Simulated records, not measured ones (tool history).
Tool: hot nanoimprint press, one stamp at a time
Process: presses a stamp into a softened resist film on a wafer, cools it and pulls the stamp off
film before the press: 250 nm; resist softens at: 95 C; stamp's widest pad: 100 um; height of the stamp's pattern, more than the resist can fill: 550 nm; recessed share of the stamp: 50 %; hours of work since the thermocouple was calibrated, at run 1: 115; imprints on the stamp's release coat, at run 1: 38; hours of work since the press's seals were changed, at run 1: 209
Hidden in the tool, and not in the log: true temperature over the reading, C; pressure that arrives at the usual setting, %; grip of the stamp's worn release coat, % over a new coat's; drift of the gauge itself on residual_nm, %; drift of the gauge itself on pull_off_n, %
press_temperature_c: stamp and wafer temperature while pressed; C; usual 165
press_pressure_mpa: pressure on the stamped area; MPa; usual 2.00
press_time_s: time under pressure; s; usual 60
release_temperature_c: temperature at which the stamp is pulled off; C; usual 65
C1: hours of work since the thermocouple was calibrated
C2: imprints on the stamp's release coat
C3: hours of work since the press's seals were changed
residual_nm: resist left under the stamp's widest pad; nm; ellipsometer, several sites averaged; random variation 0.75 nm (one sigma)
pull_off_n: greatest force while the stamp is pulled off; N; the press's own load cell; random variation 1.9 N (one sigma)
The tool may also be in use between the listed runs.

{"run": 1, "hour": 0.0, "press_temperature_c": 165, "press_pressure_mpa": 2.0, "press_time_s": 60, "release_temperature_c": 65, "C1": 115, "C2": 38, "C3": 209, "residual_nm": 146.7, "pull_off_n": 167}
{"run": 2, "hour": 10.2, "press_temperature_c": 165, "press_pressure_mpa": 2.85, "press_time_s": 60, "release_temperature_c": 65, "C1": 120, "C2": 51, "C3": 213, "residual_nm": 128.7, "pull_off_n": 171}
{"run": 3, "hour": 22.3, "press_temperature_c": 165, "press_pressure_mpa": 2.85, "press_time_s": 60, "release_temperature_c": 65, "C1": 125, "C2": 67, "C3": 218, "residual_nm": 128.8, "pull_off_n": 172}
{"run": 4, "hour": 29.9, "press_temperature_c": 165, "press_pressure_mpa": 2.0, "press_time_s": 102, "release_temperature_c": 65, "C1": 128, "C2": 76, "C3": 221, "residual_nm": 123.0, "pull_off_n": 169}
{"run": 5, "hour": 38.4, "press_temperature_c": 165, "press_pressure_mpa": 2.0, "press_time_s": 102, "release_temperature_c": 65, "C1": 131, "C2": 87, "C3": 225, "residual_nm": 122.6, "pull_off_n": 170}
{"run": 6, "hour": 46.9, "press_temperature_c": 165, "press_pressure_mpa": 2.0, "press_time_s": 102, "release_temperature_c": 65, "C1": 135, "C2": 99, "C3": 228, "residual_nm": 123.8, "pull_off_n": 169}
{"run": 7, "hour": 57.2, "press_temperature_c": 165, "press_pressure_mpa": 1.45, "press_time_s": 60, "release_temperature_c": 65, "C1": 139, "C2": 112, "C3": 232, "residual_nm": 164.3, "pull_off_n": 171}
{"run": 8, "hour": 67.5, "press_temperature_c": 165, "press_pressure_mpa": 2.0, "press_time_s": 37, "release_temperature_c": 65, "C1": 143, "C2": 125, "C3": 237, "residual_nm": 170.7, "pull_off_n": 169}
{"run": 9, "hour": 78.4, "press_temperature_c": 170, "press_pressure_mpa": 2.0, "press_time_s": 37, "release_temperature_c": 65, "C1": 147, "C2": 139, "C3": 241, "residual_nm": 141.3, "pull_off_n": 169}
{"run": 10, "hour": 90.5, "press_temperature_c": 170, "press_pressure_mpa": 2.0, "press_time_s": 37, "release_temperature_c": 65, "C1": 152, "C2": 155, "C3": 246, "residual_nm": 142.2, "pull_off_n": 173}
{"run": 11, "hour": 102.7, "press_temperature_c": 170, "press_pressure_mpa": 2.0, "press_time_s": 37, "release_temperature_c": 65, "C1": 157, "C2": 171, "C3": 251, "residual_nm": 141.9, "pull_off_n": 172}
{"run": 12, "hour": 113.4, "press_temperature_c": 172, "press_pressure_mpa": 1.22, "press_time_s": 37, "release_temperature_c": 65, "C1": 162, "C2": 185, "C3": 255, "residual_nm": 157.0, "pull_off_n": 176}
{"run": 13, "hour": 122.9, "press_temperature_c": 167, "press_pressure_mpa": 1.79, "press_time_s": 47, "release_temperature_c": 52, "C1": 166, "C2": 197, "C3": 259, "residual_nm": 153.2, "pull_off_n": 231}
{"run": 14, "hour": 129.9, "press_temperature_c": 166, "press_pressure_mpa": 1.8, "press_time_s": 115, "release_temperature_c": 68, "C1": 169, "C2": 206, "C3": 262, "residual_nm": 118.1, "pull_off_n": 155}
{"run": 15, "hour": 136.8, "press_temperature_c": 175, "press_pressure_mpa": 1.71, "press_time_s": 60, "release_temperature_c": 65, "C1": 171, "C2": 215, "C3": 265, "residual_nm": 103.1, "pull_off_n": 170}
{"run": 16, "hour": 143.8, "press_temperature_c": 165, "press_pressure_mpa": 1.87, "press_time_s": 113, "release_temperature_c": 65, "C1": 174, "C2": 224, "C3": 268, "residual_nm": 124.0, "pull_off_n": 169}
{"run": 17, "hour": 156.3, "press_temperature_c": 165, "press_pressure_mpa": 1.3, "press_time_s": 95, "release_temperature_c": 65, "C1": 179, "C2": 240, "C3": 273, "residual_nm": 150.0, "pull_off_n": 172}
{"run": 18, "hour": 167.1, "press_temperature_c": 165, "press_pressure_mpa": 1.3, "press_time_s": 95, "release_temperature_c": 65, "C1": 184, "C2": 254, "C3": 277, "residual_nm": 151.2, "pull_off_n": 168}
{"run": 19, "hour": 178.2, "press_temperature_c": 165, "press_pressure_mpa": 1.3, "press_time_s": 95, "release_temperature_c": 65, "C1": 188, "C2": 269, "C3": 282, "residual_nm": 151.3, "pull_off_n": 173}
{"run": 20, "hour": 187.7, "press_temperature_c": 165, "press_pressure_mpa": 2.23, "press_time_s": 44, "release_temperature_c": 65, "C1": 192, "C2": 281, "C3": 286, "residual_nm": 159.8, "pull_off_n": 170}
{"run": 21, "hour": 200.6, "press_temperature_c": 173, "press_pressure_mpa": 2.69, "press_time_s": 55, "release_temperature_c": 60, "C1": 197, "C2": 297, "C3": 291, "residual_nm": 94.7, "pull_off_n": 195}
{"run": 22, "hour": 212.6, "press_temperature_c": 165, "press_pressure_mpa": 1.4, "press_time_s": 60, "release_temperature_c": 65, "C1": 202, "C2": 313, "C3": 296, "residual_nm": 169.2, "pull_off_n": 169}

3 ways to go on from here, each from the tool as it stands after run 22. What would each give?
{"run": "A", "hour": 225.3, "press_temperature_c": 175, "press_pressure_mpa": 2.0, "press_time_s": 60, "release_temperature_c": 68, "C1": 208, "C2": 329, "C3": 301, "residual_nm": "?", "pull_off_n": "?"}
{"run": "B", "hour": 225.3, "press_temperature_c": 155, "press_pressure_mpa": 1.33, "press_time_s": 44, "release_temperature_c": 65, "C1": 208, "C2": 329, "C3": 301, "residual_nm": "?", "pull_off_n": "?"}
{"run": "C", "hour": 225.3, "press_temperature_c": 164, "press_pressure_mpa": 1.83, "press_time_s": 112, "release_temperature_c": 65, "C1": 208, "C2": 329, "C3": 301, "residual_nm": "?", "pull_off_n": "?"}

run=A residual_nm=96.0 pull_off_n=157
run=B residual_nm=231.9 pull_off_n=172
run=C residual_nm=132.0 pull_off_n=172
Without the tool's hidden state the same runs would have given:
run=A residual_nm=93.8 pull_off_n=157
run=B residual_nm=226.8 pull_off_n=172
run=C residual_nm=129.0 pull_off_n=171
